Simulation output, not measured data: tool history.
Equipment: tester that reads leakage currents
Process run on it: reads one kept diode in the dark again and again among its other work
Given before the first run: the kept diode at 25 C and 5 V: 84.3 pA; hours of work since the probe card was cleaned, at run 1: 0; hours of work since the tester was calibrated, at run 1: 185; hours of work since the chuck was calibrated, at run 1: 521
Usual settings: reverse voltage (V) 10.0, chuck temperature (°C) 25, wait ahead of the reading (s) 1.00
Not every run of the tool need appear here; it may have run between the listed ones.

run    hour  reverse voltage (V)  chuck temperature (°C)  wait ahead of the reading (s)  hours of work since the probe card was cleaned  hours of work since the tester was calibrated  hours of work since the chuck was calibrated  current that the tester gives (pA)
  1     0.0                 10.0                      25                           1.00                                               0                                            185                                           521                              116.72
  2    62.6                  1.4                      25                           1.00                                              48                                            234                                           570                               63.50
  3   123.3                  1.4                      25                           1.00                                              95                                            281                                           617                               63.56
  4   174.5                  1.4                      25                           1.00                                             135                                            320                                           656                               64.44
  5   238.6                  1.4                      25                           1.00                                             185                                            370                                           706                               65.21
  6   287.4                 10.0                      25                           1.00                                             222                                            408                                           743                              122.29
  7   341.1                 10.0                      25                           1.00                                             264                                            449                                           785                              124.23
  8   404.6                 10.0                      25                           1.00                                             313                                            498                                           834                              125.92
  9   433.2                 10.0                      25                           1.00                                             335                                            520                                           856                              126.24
 10   488.3                 10.0                      25                           1.00                                             378                                            563                                           899                              127.45
 11   531.8                 10.0                      25                           1.00                                             412                                            597                                           933                              128.19
      581.8  -- chuck's temperature calibrated
 12   595.4                 10.0                      25                           1.00                                             459                                            644                                            11                              107.10
 13   634.1                 10.0                      25                           0.46                                             489                                            674                                            40                              109.19
 14   698.4                  8.1                      54                           0.46                                             539                                            724                                            90                             1119.46
 15   729.4                  8.1                      54                           0.46                                             563                                            748                                           114                             1122.45
 16   766.6                  4.8                      28                           1.73                                             592                                            777                                           143                              113.00
 17   818.7                  2.6                      42                           0.74                                             632                                            817                                           183                              308.49
      825.7  -- probe card cleaned and baked
 18   888.4                 10.0                      27                           1.00                                              48                                            869                                           235                              135.39
 19   950.4                 10.0                      26                           1.00                                              96                                            917                                           283                              124.87
 20   980.8                  3.9                      25                           1.20                                             120                                            940                                           306                               83.67
 21  1037.3                  2.7                      32                           9.13                                             164                                            984                                           350                              137.59
 22  1075.6                  3.7                      32                           9.23                                             193                                           1014                                           380                              154.26
 23  1120.4                 11.0                      32                           9.23                                             228                                           1048                                           414                              219.75
     1164.3  -- probe card cleaned and baked, once more
 24  1175.5                 11.0                      32                           9.23                                               9                                           1089                                           455                              217.48
 25  1205.2                 13.6                      32                           9.23                                              32                                           1112                                           478                              232.61

Table of differences, measured result less the result of that run with no hidden state. Run-to-run variation is the same in both. Gauge scatter possibly is not:
The hidden state here: stray current of the dirty probe card, pA a volt; current scale over the true one, %; true chuck temperature over the reading, C; drift of the gauge itself on leakage_pa, %.
run  current that the tester gives (pA)
  1                              +10.68
  2                               +6.41
  3                               +6.98
  4                               +7.56
  5                               +8.20
  6                              +16.61
  7                              +17.85
  8                              +19.26
  9                              +19.81
 10                              +20.99
 11                              +21.89
 12                               +0.85
 13                               +1.55
 14                               +7.46
 15                              +11.59
 16                               +2.82
 17                               +6.97
 18                               +8.00
 19                               +8.84
 20                               +5.28
 21                               +8.26
 22                              +10.33
 23                              +18.43
 24                              +15.47
 25                              +17.67
